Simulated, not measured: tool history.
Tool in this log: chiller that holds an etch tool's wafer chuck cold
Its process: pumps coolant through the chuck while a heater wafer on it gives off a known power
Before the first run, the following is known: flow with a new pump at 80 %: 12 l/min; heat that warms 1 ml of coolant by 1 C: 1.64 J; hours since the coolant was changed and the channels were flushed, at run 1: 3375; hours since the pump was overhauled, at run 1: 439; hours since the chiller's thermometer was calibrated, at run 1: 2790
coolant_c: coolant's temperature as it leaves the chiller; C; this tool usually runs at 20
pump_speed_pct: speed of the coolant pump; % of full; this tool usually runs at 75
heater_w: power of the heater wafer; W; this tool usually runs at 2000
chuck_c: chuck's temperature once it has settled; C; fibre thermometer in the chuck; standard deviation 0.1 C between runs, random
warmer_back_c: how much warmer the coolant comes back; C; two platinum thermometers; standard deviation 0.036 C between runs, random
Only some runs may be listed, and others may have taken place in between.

| run | hour | coolant_c | pump_speed_pct | heater_w | hours since the coolant was changed and the channels were flushed | hours since the pump was overhauled | hours since the chiller's thermometer was calibrated | chuck_c | warmer_back_c |
|---|---|---|---|---|---|---|---|---|---|
| 1 | 0.0 | 20 | 75 | 2000 | 3375 | 439 | 2790 | 40.3 | 6.58 |
| 2 | 103.6 | 24 | 75 | 2000 | 3479 | 543 | 2894 | 44.6 | 6.58 |
| 3 | 206.8 | 24 | 75 | 2000 | 3582 | 646 | 2997 | 44.6 | 6.58 |
| 4 | 260.2 | 24 | 75 | 2000 | 3635 | 700 | 3050 | 44.5 | 6.67 |
| 5 | 324.1 | 24 | 75 | 2000 | 3699 | 763 | 3114 | 44.8 | 6.63 |
| 6 | 378.3 | 20 | 75 | 2000 | 3754 | 818 | 3169 | 40.8 | 6.69 |
| 7 | 422.5 | 20 | 75 | 1415 | 3798 | 862 | 3213 | 34.9 | 4.76 |
| 8 | 474.4 | 20 | 75 | 1415 | 3850 | 914 | 3265 | 34.9 | 4.74 |
| 9 | 562.1 | 20 | 75 | 1415 | 3937 | 1001 | 3352 | 34.9 | 4.66 |
| 10 | 617.5 | 20 | 75 | 1915 | 3993 | 1057 | 3408 | 40.0 | 6.41 |
|  | 628.4 | chiller's thermometer calibrated |
| 11 | 697.3 | 24 | 61 | 1259 | 4071 | 1136 | 69 | 39.4 | 5.23 |
| 12 | 805.1 | 24 | 61 | 1259 | 4179 | 1243 | 177 | 39.8 | 5.19 |
| 13 | 899.4 | 19 | 96 | 1259 | 4274 | 1338 | 271 | 30.8 | 3.29 |
| 14 | 978.8 | 19 | 96 | 1259 | 4353 | 1417 | 350 | 30.8 | 3.34 |

Forecast each of these 4 alternatives for the next run:
| A | 1041.9 | 13 | 96 | 2000 | 4416 | 1480 | 414 | ? | ? |
| B | 1041.9 | 21 | 84 | 1513 | 4416 | 1480 | 414 | ? | ? |
| C | 1041.9 | 15 | 62 | 1259 | 4416 | 1480 | 414 | ? | ? |
| D | 1041.9 | 12 | 96 | 1259 | 4416 | 1480 | 414 | ? | ? |

| run | chuck_c | warmer_back_c |
|---|---|---|
| A | 31.5 | 5.21 |
| B | 36.3 | 4.61 |
| C | 30.6 | 5.15 |
| D | 23.8 | 3.29 |
With no hidden state in the tool, these same runs would have given:
| run | chuck_c | warmer_back_c |
|---|---|---|
| A | 28.2 | 5.02 |
| B | 33.6 | 4.45 |
| C | 27.9 | 4.97 |
| D | 21.5 | 3.17 |

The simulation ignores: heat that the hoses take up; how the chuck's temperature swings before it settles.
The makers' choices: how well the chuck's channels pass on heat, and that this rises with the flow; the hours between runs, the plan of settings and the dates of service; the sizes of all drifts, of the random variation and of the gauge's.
